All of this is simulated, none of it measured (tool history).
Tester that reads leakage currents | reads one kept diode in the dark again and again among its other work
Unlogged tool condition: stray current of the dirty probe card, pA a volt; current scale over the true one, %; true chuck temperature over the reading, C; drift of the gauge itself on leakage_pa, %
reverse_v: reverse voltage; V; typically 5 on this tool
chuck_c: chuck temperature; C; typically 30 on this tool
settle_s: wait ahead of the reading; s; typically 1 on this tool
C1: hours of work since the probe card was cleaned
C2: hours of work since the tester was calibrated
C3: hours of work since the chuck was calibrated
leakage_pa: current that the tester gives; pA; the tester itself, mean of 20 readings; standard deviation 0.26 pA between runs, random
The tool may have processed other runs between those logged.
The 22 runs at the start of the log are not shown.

run 23 hour=2722.9 | reverse_v=11.25 chuck_c=27 settle_s=2.65 | C1=1264 C2=2941 C3=1247 | leakage_pa=88.69
run 24 hour=2848.7 | reverse_v=7.76 chuck_c=37 settle_s=5.48 | C1=1358 C2=3035 C3=1341 | leakage_pa=169.44
-- hour=2921.5 chuck's temperature calibrated
run 25 hour=3023.2 | reverse_v=5 chuck_c=20 settle_s=1 | C1=1488 C2=3165 C3=76 | leakage_pa=40.33
run 26 hour=3160.2 | reverse_v=3.58 chuck_c=20 settle_s=4.83 | C1=1590 C2=3267 C3=179 | leakage_pa=34.28
run 27 hour=3244.4 | reverse_v=5 chuck_c=22 settle_s=3.11 | C1=1653 C2=3330 C3=242 | leakage_pa=45.93
run 28 hour=3423.5 | reverse_v=5 chuck_c=22 settle_s=3.11 | C1=1788 C2=3465 C3=376 | leakage_pa=46.24
run 29 hour=3541.6 | reverse_v=2.92 chuck_c=23 settle_s=0.56 | C1=1876 C2=3553 C3=465 | leakage_pa=42.55
run 30 hour=3618.5 | reverse_v=2.92 chuck_c=23 settle_s=0.56 | C1=1934 C2=3611 C3=522 | leakage_pa=42.16
run 31 hour=3692.7 | reverse_v=2.92 chuck_c=24 settle_s=0.58 | C1=1989 C2=3666 C3=578 | leakage_pa=45.78
run 32 hour=3838 | reverse_v=1.78 chuck_c=21 settle_s=7.25 | C1=2098 C2=3775 C3=687 | leakage_pa=28.91
run 33 hour=3940.5 | reverse_v=1.78 chuck_c=21 settle_s=7.25 | C1=2175 C2=3852 C3=764 | leakage_pa=28.93

Branching from run 33: 5 alternative next runs. What would each branch give?
run A hour=4100.9 | reverse_v=1.01 chuck_c=21 settle_s=7.25 | C1=2295 C2=3972 C3=884 | leakage_pa=?
run B hour=4100.9 | reverse_v=1.31 chuck_c=51 settle_s=1.25 | C1=2295 C2=3972 C3=884 | leakage_pa=?
run C hour=4100.9 | reverse_v=5 chuck_c=37 settle_s=1 | C1=2295 C2=3972 C3=884 | leakage_pa=?
run D hour=4100.9 | reverse_v=2.16 chuck_c=24 settle_s=0.35 | C1=2295 C2=3972 C3=884 | leakage_pa=?
run E hour=4100.9 | reverse_v=14.67 chuck_c=26 settle_s=3.41 | C1=2295 C2=3972 C3=884 | leakage_pa=?

run=A leakage_pa=23.61
run=B leakage_pa=281.45
run=C leakage_pa=151.55
run=D leakage_pa=41.71
run=E leakage_pa=98.48
Without the tool's hidden state the same runs would have given:
run=A leakage_pa=23.11
run=B leakage_pa=285.88
run=C leakage_pa=149.48
run=D leakage_pa=40.3
run=E leakage_pa=84.48

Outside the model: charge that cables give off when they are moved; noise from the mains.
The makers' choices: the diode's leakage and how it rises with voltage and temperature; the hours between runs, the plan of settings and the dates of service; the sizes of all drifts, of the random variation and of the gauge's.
